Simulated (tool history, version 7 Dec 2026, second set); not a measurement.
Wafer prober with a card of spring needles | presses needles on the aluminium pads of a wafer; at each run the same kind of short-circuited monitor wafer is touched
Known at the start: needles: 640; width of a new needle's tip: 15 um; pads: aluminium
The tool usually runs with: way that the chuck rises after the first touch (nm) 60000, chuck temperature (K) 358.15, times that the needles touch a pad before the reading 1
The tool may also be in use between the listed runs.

| run | hour | way that the chuck rises after the first touch (nm) | chuck temperature (K) | times that the needles touch a pad before the reading | resistance of one needle with its contact and lead (mohm) | way that a needle slides on the pad (nm) |
|---|---|---|---|---|---|---|
| 1 | 0 | 60000 | 358.15 | 1 | 132 | 16080 |
| 2 | 48.8 | 60000 | 358.15 | 1 | 132 | 16040 |
| 3 | 93.8 | 60000 | 358.15 | 1 | 130 | 16120 |
| 4 | 146.8 | 60000 | 315.15 | 1 | 125 | 16060 |
| 5 | 201.6 | 60000 | 315.15 | 1 | 127 | 15990 |
| 6 | 242 | 60000 | 315.15 | 1 | 122 | 15970 |
| 7 | 293.1 | 60000 | 315.15 | 1 | 126 | 15960 |
| 8 | 327.1 | 60000 | 315.15 | 1 | 123 | 16010 |
| 9 | 364.2 | 60000 | 315.15 | 1 | 125 | 15870 |
| 10 | 412.2 | 60000 | 315.15 | 1 | 126 | 15880 |
| 11 | 451.3 | 60000 | 335.15 | 1 | 129 | 15810 |
| 12 | 478 | 60000 | 330.15 | 3 | 126 | 15820 |
| 13 | 516.4 | 40000 | 307.15 | 1 | 129 | 10520 |
| 14 | 562.7 | 40000 | 307.15 | 1 | 130 | 10620 |
| 15 | 596.9 | 47000 | 349.15 | 2 | 134 | 12370 |
| 16 | 632.7 | 40000 | 332.15 | 2 | 135 | 10490 |
| 17 | 678.9 | 40000 | 332.15 | 2 | 138 | 10750 |
| 18 | 732.7 | 41000 | 358.15 | 2 | 138 | 10980 |
| 19 | 785.7 | 60000 | 298.15 | 1 | 121 | 16110 |
| 20 | 822.3 | 60000 | 298.15 | 1 | 125 | 16010 |

Withheld: 40 entries from between the runs. Position of each, and hidden state at the listed run before versus the listed run after:
Logged between run 1 and run 2: tips cleaned on abrasive film (hour 18.2); tips cleaned on abrasive film (hour 39.1)
  debris on the tips, nm: 0.6 -> 1.5; way that the needles fall short of the set height, um: 0 -> 0.01; drift of the gauge itself on scrub_um, %: 0 -> -0.19
  measured value less the no-hidden-state value, way that a needle slides on the pad (nm): +0 -> -30
Logged between run 2 and run 3: tips cleaned on abrasive film (hour 59.5); tips cleaned on abrasive film (hour 82.8)
  debris on the tips, nm: 1.5 -> 1.7; drift of the gauge itself on scrub_um, %: -0.19 -> -0.36
  measured value less the no-hidden-state value, way that a needle slides on the pad (nm): -30 -> -60
Logged between run 3 and run 4: tips cleaned on abrasive film (hour 104.5); tips cleaned on abrasive film (hour 124.8); tips cleaned on abrasive film (hour 146.4)
  debris on the tips, nm: 1.7 -> 0.3; tips' diameter, um: 15.01 -> 15.02; drift of the gauge itself on scrub_um, %: -0.36 -> -0.57
  measured value less the no-hidden-state value, way that a needle slides on the pad (nm): -60 -> -100
Logged between run 4 and run 5: tips cleaned on abrasive film (hour 166.5); tips cleaned on abrasive film (hour 187.9)
  debris on the tips, nm: 0.3 -> 1.8; drift of the gauge itself on scrub_um, %: -0.57 -> -0.78
  measured value less the no-hidden-state value, way that a needle slides on the pad (nm): -100 -> -130
Logged between run 5 and run 6: tips cleaned on abrasive film (hour 209.5); tips cleaned on abrasive film (hour 234.1)
  debris on the tips, nm: 1.8 -> 1.3; way that the needles fall short of the set height, um: 0.01 -> 0.02; drift of the gauge itself on scrub_um, %: -0.78 -> -0.93
  measured value less the no-hidden-state value, way that a needle slides on the pad (nm): -130 -> -160
Logged between run 6 and run 7: tips cleaned on abrasive film (hour 256.1); height of the first contact set anew (hour 272.5); tips cleaned on abrasive film (hour 277.2)
  debris on the tips, nm: 1.3 -> 1.9; way that the needles fall short of the set height, um: 0.02 -> 0; drift of the gauge itself on scrub_um, %: -0.93 -> -1.13
  measured value less the no-hidden-state value, way that a needle slides on the pad (nm): -160 -> -180
Logged between run 7 and run 8: tips cleaned on abrasive film (hour 297.8); tips cleaned on abrasive film (hour 318.7)
  debris on the tips, nm: 1.9 -> 1.4; drift of the gauge itself on scrub_um, %: -1.13 -> -1.26
  measured value less the no-hidden-state value, way that a needle slides on the pad (nm): -180 -> -200
Logged between run 8 and run 9: tips cleaned on abrasive film (hour 340.3); tips cleaned on abrasive film (hour 361.1)
  debris on the tips, nm: 1.4 -> 0.8; way that the needles fall short of the set height, um: 0 -> 0.01; drift of the gauge itself on scrub_um, %: -1.26 -> -1.41
  measured value less the no-hidden-state value, way that a needle slides on the pad (nm): -200 -> -230
Logged between run 9 and run 10: tips cleaned on abrasive film (hour 383.2); tips cleaned on abrasive film (hour 403.5)
  debris on the tips, nm: 0.8 -> 1.6; drift of the gauge itself on scrub_um, %: -1.41 -> -1.59
  measured value less the no-hidden-state value, way that a needle slides on the pad (nm): -230 -> -260
Logged between run 10 and run 11: tips cleaned on abrasive film (hour 426.1); tips cleaned on abrasive film (hour 448.7)
  debris on the tips, nm: 1.6 -> 0.7; drift of the gauge itself on scrub_um, %: -1.59 -> -1.74
  measured value less the no-hidden-state value, way that a needle slides on the pad (nm): -260 -> -280
Logged between run 11 and run 12: tips cleaned on abrasive film (hour 471.1)
  debris on the tips, nm: 0.7 -> 1.3; drift of the gauge itself on scrub_um, %: -1.74 -> -1.84
  measured value less the no-hidden-state value, way that a needle slides on the pad (nm): -280 -> -310
Logged between run 12 and run 13: tips cleaned on abrasive film (hour 493.9); tips cleaned on abrasive film (hour 515.5)
  debris on the tips, nm: 1.3 -> 0.4; way that the needles fall short of the set height, um: 0.01 -> 0.02; drift of the gauge itself on scrub_um, %: -1.84 -> -1.99
  measured value less the no-hidden-state value, way that a needle slides on the pad (nm): -310 -> -220
Logged between run 13 and run 14: tips cleaned on abrasive film (hour 538.2); tips cleaned on abrasive film (hour 560.2)
  debris on the tips, nm: 0.4 -> 0.7; drift of the gauge itself on scrub_um, %: -1.99 -> -2.17
  measured value less the no-hidden-state value, way that a needle slides on the pad (nm): -220 -> -240
Logged between run 14 and run 15: height of the first contact set anew (hour 575.2); tips cleaned on abrasive film (hour 582.7)
  debris on the tips, nm: 0.7 -> 1.8; way that the needles fall short of the set height, um: 0.02 -> 0; tips' diameter, um: 15.02 -> 15.03; drift of the gauge itself on scrub_um, %: -2.17 -> -2.3
  measured value less the no-hidden-state value, way that a needle slides on the pad (nm): -240 -> -290
Logged between run 15 and run 16: tips cleaned on abrasive film (hour 604.7); tips cleaned on abrasive film (hour 625.5)
  debris on the tips, nm: 1.8 -> 1.2; drift of the gauge itself on scrub_um, %: -2.3 -> -2.44
  measured value less the no-hidden-state value, way that a needle slides on the pad (nm): -290 -> -270
Logged between run 16 and run 17: gauge calibrated (hour 645.1); tips cleaned on abrasive film (hour 647.9); tips cleaned on abrasive film (hour 669.9)
  debris on the tips, nm: 1.2 -> 1.5; way that the needles fall short of the set height, um: 0 -> 0.01; drift of the gauge itself on scrub_um, %: -2.44 -> -0.13
  measured value less the no-hidden-state value, way that a needle slides on the pad (nm): -270 -> -20
Logged between run 17 and run 18: tips cleaned on abrasive film (hour 691.7); tips cleaned on abrasive film (hour 713.3)
  debris on the tips, nm: 1.5 -> 1.9; drift of the gauge itself on scrub_um, %: -0.13 -> -0.34
  measured value less the no-hidden-state value, way that a needle slides on the pad (nm): -20 -> -40
Logged between run 18 and run 19: tips cleaned on abrasive film (hour 736.4); tips cleaned on abrasive film (hour 760); tips cleaned on abrasive film (hour 782.7)
  debris on the tips, nm: 1.9 -> 0.7; drift of the gauge itself on scrub_um, %: -0.34 -> -0.54
  measured value less the no-hidden-state value, way that a needle slides on the pad (nm): -40 -> -90
Logged between run 19 and run 20: tips cleaned on abrasive film (hour 803.3)
  debris on the tips, nm: 0.7 -> 1.9; drift of the gauge itself on scrub_um, %: -0.54 -> -0.68
  measured value less the no-hidden-state value, way that a needle slides on the pad (nm): -90 -> -110
